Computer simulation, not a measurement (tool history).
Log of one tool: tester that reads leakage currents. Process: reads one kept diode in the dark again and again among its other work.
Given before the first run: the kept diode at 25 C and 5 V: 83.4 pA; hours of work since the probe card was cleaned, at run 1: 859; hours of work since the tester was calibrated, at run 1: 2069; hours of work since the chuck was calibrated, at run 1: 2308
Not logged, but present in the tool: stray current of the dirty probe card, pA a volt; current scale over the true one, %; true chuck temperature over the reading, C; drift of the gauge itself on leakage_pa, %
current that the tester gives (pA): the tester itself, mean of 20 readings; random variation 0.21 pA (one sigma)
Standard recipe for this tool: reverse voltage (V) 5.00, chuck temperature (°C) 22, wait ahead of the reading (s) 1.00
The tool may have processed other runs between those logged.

run,hour,reverse voltage (V),chuck temperature (°C),wait ahead of the reading (s),hours of work since the probe card was cleaned,hours of work since the tester was calibrated,hours of work since the chuck was calibrated,current that the tester gives (pA)
1,0.0,5.00,22,1.00,859,2069,2308,85.38
2,120.3,5.00,22,1.00,922,2132,2372,85.74
# hour 270.4: chuck's temperature calibrated
3,270.4,5.00,22,1.00,1001,2211,0,71.90
4,456.8,5.00,41,1.00,1099,2309,99,298.74
5,660.8,5.00,41,1.00,1207,2417,207,300.92
6,811.9,5.00,41,1.00,1287,2497,287,302.13
7,1007.8,16.80,22,1.00,1391,2601,390,127.99
# hour 1059.8: tester calibrated
8,1244.0,5.00,22,1.00,1515,97,514,77.56
9,1420.3,5.00,22,1.00,1608,191,608,78.50
10,1563.2,5.00,22,1.00,1684,266,683,79.93
11,1751.1,5.00,22,1.00,1783,366,783,80.34
12,1956.7,5.00,22,4.87,1892,475,892,81.08
13,2127.4,1.17,22,1.00,1983,565,982,46.28
# hour 2303.4: tester calibrated, once more
# hour 2326.7: probe card cleaned and baked
14,2340.2,1.17,22,1.00,7,18,1092,43.38
15,2447.9,5.00,22,1.00,64,75,1149,72.79
16,2673.9,5.00,22,1.00,184,195,1268,74.25
17,2830.0,19.37,22,1.00,266,277,1351,123.61
18,3034.7,19.37,22,1.00,375,385,1459,127.16
19,3241.2,19.37,22,1.00,484,495,1569,130.45
20,3461.1,19.37,22,1.00,600,611,1685,133.73
21,3621.8,19.37,22,1.00,686,696,1770,134.97
22,3883.0,17.70,50,1.29,824,835,1909,965.46
23,4081.0,17.70,50,7.16,929,939,2013,975.77
24,4205.5,17.70,50,7.16,994,1005,2079,980.11
25,4449.1,17.70,50,7.16,1123,1134,2208,993.27
26,4673.3,3.11,23,1.00,1242,1253,2327,76.93
# hour 4910.0: chuck's temperature calibrated
27,4930.5,5.00,20,2.61,1377,1388,11,62.39
28,5085.2,5.00,20,2.61,1459,1470,93,62.89
29,5300.7,3.05,22,1.00,1573,1584,207,61.51
30,5533.1,7.16,22,4.84,1696,1707,330,87.47
31,5648.2,10.13,28,6.21,1757,1768,391,156.78
32,5881.3,5.00,30,1.15,1880,1891,514,140.11
33,6082.5,5.00,30,1.15,1987,1998,621,142.34
34,6204.3,10.13,36,0.63,2051,2062,685,290.61
# hour 6292.3: probe card cleaned and baked
35,6317.7,10.13,36,0.63,13,2121,744,273.73
36,6461.5,9.96,21,1.09,90,2197,820,86.09
37,6659.5,5.00,59,1.00,194,2302,924,1070.02
38,6890.0,8.19,20,1.40,316,2424,1046,76.74
39,7091.4,1.26,24,6.84,423,2530,1153,54.26
40,7227.6,1.75,22,1.06,495,2602,1225,52.23

Consider 3 possible next runs. They are alternatives, not a sequence: every one starts from the tool as it was left by run 40. What does each give?
# hour 7277.8: tester calibrated
A,7435.3,17.71,41,4.71,604,83,1334,?
# hour 7277.8: tester calibrated
B,7435.3,1.75,34,1.06,604,83,1334,?
# hour 7277.8: tester calibrated
C,7435.3,1.10,32,1.06,604,83,1334,?

run,current that the tester gives (pA)
A,495.20
B,131.68
C,96.66
With no hidden state in the tool, these same runs would have given:
run,current that the tester gives (pA)
A,440.12
B,117.80
C,86.44
